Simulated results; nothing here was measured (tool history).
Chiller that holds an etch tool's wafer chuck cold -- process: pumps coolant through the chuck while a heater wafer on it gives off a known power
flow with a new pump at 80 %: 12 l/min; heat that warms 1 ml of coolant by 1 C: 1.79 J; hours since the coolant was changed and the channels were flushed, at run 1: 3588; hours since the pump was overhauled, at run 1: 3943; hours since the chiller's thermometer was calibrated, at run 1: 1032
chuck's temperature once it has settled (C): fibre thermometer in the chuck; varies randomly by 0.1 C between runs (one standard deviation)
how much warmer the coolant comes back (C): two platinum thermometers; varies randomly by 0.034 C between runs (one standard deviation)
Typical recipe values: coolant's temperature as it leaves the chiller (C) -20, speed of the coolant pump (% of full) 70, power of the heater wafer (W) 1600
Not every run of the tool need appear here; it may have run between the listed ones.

run,hour,coolant's temperature as it leaves the chiller (C),speed of the coolant pump (% of full),power of the heater wafer (W),hours since the coolant was changed and the channels were flushed,hours since the pump was overhauled,hours since the chiller's thermometer was calibrated,chuck's temperature once it has settled (C),how much warmer the coolant comes back (C)
1,0.0,-20,70,1600,3588,3943,1032,-5.3,5.55
2,58.0,-20,70,1600,3646,4001,1090,-5.2,5.55
3,186.3,-20,70,1600,3774,4129,1219,-5.1,5.61
4,305.5,-20,70,1600,3893,4248,1338,-5.1,5.61
5,380.5,-20,70,1108,3968,4323,1413,-9.5,3.88
6,503.2,-20,70,1108,4091,4446,1536,-9.4,3.90
7,632.0,-20,70,1600,4220,4575,1664,-5.0,5.70
8,762.9,-20,70,1600,4351,4706,1795,-4.9,5.63
9,891.1,-25,70,1600,4479,4834,1923,-9.6,5.68
10,994.0,-25,70,1600,4582,4937,2026,-9.7,5.64
11,1078.6,-25,70,1600,4666,5021,2111,-9.8,5.67
12,1153.8,-20,70,1637,4741,5096,2186,-4.2,5.75
13,1255.2,-20,70,1637,4843,5198,2287,-4.2,5.84
14,1316.0,-13,70,1600,4904,5259,2348,2.4,5.73
15,1437.2,-13,100,1600,5025,5380,2469,-0.9,4.03
16,1517.7,-20,70,1600,5105,5460,2550,-4.4,5.70
17,1624.6,-16,70,2299,5212,5567,2657,6.2,8.20
18,1739.8,-29,64,2299,5327,5682,2772,-4.9,9.03
19,1842.2,-27,88,921,5430,5785,2875,-19.2,2.70
20,1900.9,-27,88,921,5489,5844,2933,-19.1,2.64
21,1958.5,-22,97,1684,5546,5901,2991,-9.0,4.46
22,2024.8,-22,97,1684,5612,5968,3057,-8.9,4.35
23,2113.9,-29,79,1920,5702,6057,3146,-11.7,6.20
24,2199.7,-20,72,1925,5787,6142,3232,-1.1,6.74
25,2257.3,-15,94,1885,5845,6200,3290,0.2,5.15
26,2386.7,-11,70,1600,5974,6329,3419,5.0,5.84
27,2448.2,-11,70,1466,6036,6391,3481,3.9,5.32
# hour 2495.0: chiller's thermometer calibrated
28,2525.9,-11,66,2398,6113,6468,31,13.7,9.26
29,2608.5,-11,73,2034,6195,6550,114,8.1,7.16
30,2696.5,-11,73,2034,6283,6638,202,8.4,7.19
31,2751.3,-11,73,2034,6338,6693,256,8.6,7.19

Run by run, hidden condition taken away, random variation retained:
Unlogged tool condition in this case: heat passed by the chuck's channels, % of clean ones'; flow at a given pump speed, % of a new pump's; coolant's true temperature over the reading, C; drift of the gauge itself on chuck_c, C; drift of the gauge itself on warmer_back_c, C.
run,chuck's temperature once it has settled (C),how much warmer the coolant comes back (C)
1,-6.9,5.10
2,-6.8,5.10
3,-6.8,5.14
4,-6.8,5.13
5,-10.7,3.54
6,-10.7,3.55
7,-6.9,5.18
8,-6.8,5.10
9,-11.6,5.13
10,-11.7,5.08
11,-11.9,5.10
12,-6.4,5.17
13,-6.4,5.24
14,0.2,5.13
15,-2.7,3.60
16,-6.7,5.08
17,2.9,7.30
18,-8.5,8.01
19,-20.5,2.40
20,-20.5,2.33
21,-11.2,3.94
22,-11.1,3.83
23,-14.6,5.46
24,-4.2,5.92
25,-2.4,4.53
26,2.2,5.12
27,1.2,4.66
28,9.9,8.09
29,5.0,6.24
30,5.2,6.26
31,5.4,6.26
